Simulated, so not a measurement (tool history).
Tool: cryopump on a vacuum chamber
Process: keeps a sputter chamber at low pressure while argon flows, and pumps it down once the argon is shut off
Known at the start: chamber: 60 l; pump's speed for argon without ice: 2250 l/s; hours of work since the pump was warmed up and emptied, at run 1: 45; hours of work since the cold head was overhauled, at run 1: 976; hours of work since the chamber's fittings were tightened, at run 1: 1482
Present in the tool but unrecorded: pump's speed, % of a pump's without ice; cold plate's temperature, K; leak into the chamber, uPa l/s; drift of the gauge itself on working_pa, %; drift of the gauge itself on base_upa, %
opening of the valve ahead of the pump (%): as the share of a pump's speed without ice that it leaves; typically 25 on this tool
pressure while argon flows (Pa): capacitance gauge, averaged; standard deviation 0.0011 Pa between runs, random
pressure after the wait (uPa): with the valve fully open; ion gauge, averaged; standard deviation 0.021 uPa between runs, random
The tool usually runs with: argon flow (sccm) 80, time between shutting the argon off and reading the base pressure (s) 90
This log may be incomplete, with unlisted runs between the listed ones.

run   hour  argon flow (sccm)  time between shutting the argon off and reading the base pressure (s)  opening of the valve ahead of the pump (%)  hours of work since the pump was warmed up and emptied  hours of work since the cold head was overhauled  hours of work since the chamber's fittings were tightened  pressure while argon flows (Pa)  pressure after the wait (uPa)
  1    0.0                 80                                                                     90                                          25                                                      45                                               976                                                       1482                           0.2414                           1.58
  2   61.2                 80                                                                     90                                          25                                                      83                                              1014                                                       1520                           0.2432                           1.62
  3  125.6                 80                                                                     90                                          25                                                     124                                              1054                                                       1561                           0.2416                           1.67
  4  190.1                 80                                                                     90                                          25                                                     164                                              1095                                                       1601                           0.2432                           1.69
  5  230.4                 80                                                                     90                                          25                                                     190                                              1120                                                       1627                           0.2439                           1.71
  6  290.8                 80                                                                     90                                          25                                                     228                                              1158                                                       1665                           0.2408                           1.74
  7  318.8                113                                                                     90                                          23                                                     245                                              1176                                                       1682                           0.3729                           1.71
  8  361.4                113                                                                     90                                          23                                                     272                                              1202                                                       1709                           0.3774                           1.82
  9  406.9                151                                                                     90                                          17                                                     300                                              1231                                                       1737                           0.6795                           1.85
     443.1  -- leaking fittings of the chamber tightened, without venting
 10  461.9                151                                                                     90                                          17                                                     334                                              1264                                                         12                           0.6794                           0.52
 11  499.5                 90                                                                     90                                          18                                                     357                                              1288                                                         35                           0.3827                           0.55

Measured result minus the same run's result without the hidden state. Both carry the same run-to-run variation, though not necessarily the same gauge scatter:
run  pressure while argon flows (Pa)  pressure after the wait (uPa)
  1                          +0.0014                          +1.04
  2                          +0.0020                          +1.09
  3                          +0.0027                          +1.14
  4                          +0.0034                          +1.17
  5                          +0.0037                          +1.22
  6                          +0.0043                          +1.24
  7                          +0.0065                          +1.20
  8                          +0.0072                          +1.31
  9                          +0.0106                          +1.34
 10                          +0.0117                          +0.02
 11                          +0.0074                          +0.04
